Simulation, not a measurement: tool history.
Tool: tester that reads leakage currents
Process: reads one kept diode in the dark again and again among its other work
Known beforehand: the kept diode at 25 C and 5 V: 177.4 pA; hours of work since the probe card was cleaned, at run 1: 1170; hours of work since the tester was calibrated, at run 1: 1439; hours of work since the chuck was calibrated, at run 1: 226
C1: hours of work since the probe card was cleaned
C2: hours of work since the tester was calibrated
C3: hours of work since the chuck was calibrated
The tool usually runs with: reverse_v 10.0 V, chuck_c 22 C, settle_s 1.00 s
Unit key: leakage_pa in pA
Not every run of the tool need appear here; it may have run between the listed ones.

Run 1, day 0.000: usual settings; C1 1170; C2 1439; C3 226. Result: leakage_pa 196.52 pA.
Run 2, day 0.883: usual settings; C1 1184; C2 1453; C3 240. Result: leakage_pa 196.58 pA.
Run 3, day 2.733: usual settings but settle_s 0.61 s; C1 1214; C2 1483; C3 270. Result: leakage_pa 199.72 pA.
Run 4, day 4.017: usual settings but chuck_c 32 C; C1 1235; C2 1504; C3 291. Result: leakage_pa 468.64 pA.
Run 5, day 5.692: usual settings; C1 1262; C2 1531; C3 318. Result: leakage_pa 199.15 pA.
Run 6, day 6.833: usual settings but reverse_v 7.3 V; C1 1280; C2 1549; C3 336. Result: leakage_pa 173.22 pA.
Run 7, day 8.254: usual settings; C1 1303; C2 1572; C3 359. Result: leakage_pa 200.13 pA.
Run 8, day 9.446: usual settings; C1 1323; C2 1592; C3 378. Result: leakage_pa 201.34 pA.
Run 9, day 11.154: usual settings; C1 1350; C2 1619; C3 406. Result: leakage_pa 201.98 pA.
Run 10, day 12.346: usual settings; C1 1369; C2 1638; C3 425. Result: leakage_pa 202.82 pA.
Run 11, day 14.096: usual settings but reverse_v 3.1 V; C1 1398; C2 1667; C3 453. Result: leakage_pa 120.48 pA.
Run 12, day 15.296: usual settings but chuck_c 56 C, settle_s 0.83 s; C1 1417; C2 1686; C3 473. Result: leakage_pa 3211.94 pA.
Run 13, day 16.304: usual settings but reverse_v 7.0 V, settle_s 2.59 s; C1 1433; C2 1702; C3 489. Result: leakage_pa 173.77 pA.
Run 14, day 17.850: usual settings but reverse_v 1.8 V, chuck_c 56 C, settle_s 0.74 s; C1 1458; C2 1727; C3 514. Result: leakage_pa 1538.68 pA.

Run 15 comes next. What will it give?
Run 15, day 19.504: usual settings but reverse_v 1.0 V, chuck_c 28 C, settle_s 2.95 s; C1 1485; C2 1754; C3 541. Result: leakage_pa ?.

{"run 15": {"leakage_pa": 126.86}}
Had the tool carried no hidden state, the very same run would have given leakage_pa 116.76 pA.
